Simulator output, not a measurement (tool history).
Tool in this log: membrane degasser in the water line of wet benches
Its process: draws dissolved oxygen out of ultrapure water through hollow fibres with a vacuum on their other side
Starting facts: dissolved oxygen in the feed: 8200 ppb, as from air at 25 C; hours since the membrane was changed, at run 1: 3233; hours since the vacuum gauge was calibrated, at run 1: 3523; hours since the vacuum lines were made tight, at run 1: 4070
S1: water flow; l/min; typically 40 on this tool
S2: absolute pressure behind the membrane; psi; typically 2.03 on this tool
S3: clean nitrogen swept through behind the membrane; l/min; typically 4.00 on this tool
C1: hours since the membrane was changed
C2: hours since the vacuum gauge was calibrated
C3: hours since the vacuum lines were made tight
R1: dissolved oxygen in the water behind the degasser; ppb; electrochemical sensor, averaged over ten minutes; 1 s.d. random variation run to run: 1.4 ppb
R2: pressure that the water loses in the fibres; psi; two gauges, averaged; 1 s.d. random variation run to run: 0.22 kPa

run    hour  S1    S2     S3    C1    C2    C3     R1     R2
  1     0.0  40  2.03   4.00  3233  3523  4070  330.4  9.732
  2   147.7  40  2.03   4.00  3381  3671  4218  330.1  9.723
  3   322.3  40  2.03   4.00  3555  3845  4393  329.1  9.710
  4   443.3  40  2.03   4.00  3676  3966  4514  328.8  9.744
  5   593.5  40  2.03   4.00  3827  4116  4664  329.6  9.745
  6   690.7  40  2.03   4.00  3924  4214  4761  327.7  9.732
  7   878.4  40  2.03   4.00  4112  4401  4949  329.3  9.716
  8   997.6  40  2.03   4.00  4231  4521  5068  329.5  9.722
     1043.7  -- vacuum gauge calibrated
  9  1197.2  40  2.03   4.00  4430   154  5267  327.5  9.733
 10  1391.1  40  2.03   4.00  4624   347  5461  330.4  9.681
 11  1520.5  40  2.03   4.00  4753   477  5590  330.1  9.700
 12  1662.3  40  2.03   4.00  4895   619  5732  330.6  9.777
 13  1818.2  40  2.03   4.00  5051   774  5888  328.2  9.732
 14  1920.7  40  1.89   4.00  5153   877  5990  307.9  9.709
 15  2059.6  40  2.34   8.89  5292  1016  6129  223.9  9.697
 16  2231.5  40  3.96   7.37  5464  1188  6301  386.7  9.733
 17  2355.5  29  2.03  11.21  5588  1312  6425  116.2  6.997
 18  2475.6  32  2.03   1.75  5708  1432  6545  476.0  7.745
 19  2579.9  38  3.77   2.71  5813  1536  6650  749.5  9.230
 20  2761.3  28  1.96   1.64  5994  1718  6831  423.1  6.850
 21  2916.6  28  2.68   2.52  6149  1873  6986  423.8  6.825
 22  3096.5  28  2.68   2.52  6329  2053  7166  424.9  6.766
 23  3269.9  28  2.68   2.52  6503  2226  7340  422.5  6.796
 24  3430.1  28  2.68   6.64  6663  2386  7500  200.3  6.786
 25  3620.8  28  2.68   6.64  6853  2577  7691  199.1  6.831

Each row is a separate what-if for the run after 25, all from the same tool condition, not one after another. Results?
  A  3762.1  28  2.68  4.42  6995  2718  7832   ?   ?
  B  3762.1  40  3.95  4.00  6995  2718  7832   ?   ?
  C  3762.1  57  3.77  8.90  6995  2718  7832   ?   ?

run     R1      R2
  A  269.7   6.772
  B  609.7   9.703
  C  475.2  13.902
Had the tool no hidden state, the same runs would have come out as:
run     R1      R2
  A  269.6   6.770
  B  609.5   9.700
  C  475.0  13.898
